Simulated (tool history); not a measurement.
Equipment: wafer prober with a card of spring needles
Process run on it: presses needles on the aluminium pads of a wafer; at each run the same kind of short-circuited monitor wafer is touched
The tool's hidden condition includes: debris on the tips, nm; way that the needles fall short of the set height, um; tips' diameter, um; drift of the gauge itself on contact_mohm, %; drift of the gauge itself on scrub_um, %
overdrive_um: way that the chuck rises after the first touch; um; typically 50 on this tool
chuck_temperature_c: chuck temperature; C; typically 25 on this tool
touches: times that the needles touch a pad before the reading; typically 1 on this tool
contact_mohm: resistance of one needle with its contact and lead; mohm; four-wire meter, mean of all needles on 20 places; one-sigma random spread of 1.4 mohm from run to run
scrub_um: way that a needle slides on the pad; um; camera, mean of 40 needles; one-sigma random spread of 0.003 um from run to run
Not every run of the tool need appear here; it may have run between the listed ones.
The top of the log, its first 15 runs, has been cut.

run,hour,overdrive_um,chuck_temperature_c,touches,touches since the tips were cleaned,cleanings since the card got new needles,touches since the first contact's height was set,contact_mohm,scrub_um
16,158.2,61,25,1,6107,50,19874,127,12.692
# hour 161.7: tips cleaned on abrasive film
17,168.2,42,35,1,4530,51,26779,138,8.752
# hour 173.9: tips cleaned on abrasive film
18,177.9,61,25,1,2800,52,33476,130,12.719
# hour 185.6: tips cleaned on abrasive film
19,187.5,70,25,3,1301,53,40116,128,14.613
# hour 197.3: tips cleaned on abrasive film
20,198.6,70,25,3,905,54,47800,128,14.63
21,205.8,39,106,2,5941,54,52836,150,8.163
# hour 209.1: tips cleaned on abrasive film
22,212.2,54,106,3,2193,55,57253,144,11.306
# hour 221.1: tips cleaned on abrasive film
23,223.7,49,106,3,1817,56,65234,145,10.271
# hour 232.8: tips cleaned on abrasive film
# hour 235.2: height of the first contact set anew
24,235.2,49,106,3,1497,57,0,146,10.287

The next listed run, before its measurement:
# hour 245.3: tips cleaned on abrasive film
25,245.3,50,37,1,0,58,6970,?,?

contact_mohm: 131 mohm
scrub_um: 10.509 um
Take away the tool's hidden state, keep the run-to-run variation as it was, and the same run would have given contact_mohm 131 mohm, scrub_um 10.225 um.

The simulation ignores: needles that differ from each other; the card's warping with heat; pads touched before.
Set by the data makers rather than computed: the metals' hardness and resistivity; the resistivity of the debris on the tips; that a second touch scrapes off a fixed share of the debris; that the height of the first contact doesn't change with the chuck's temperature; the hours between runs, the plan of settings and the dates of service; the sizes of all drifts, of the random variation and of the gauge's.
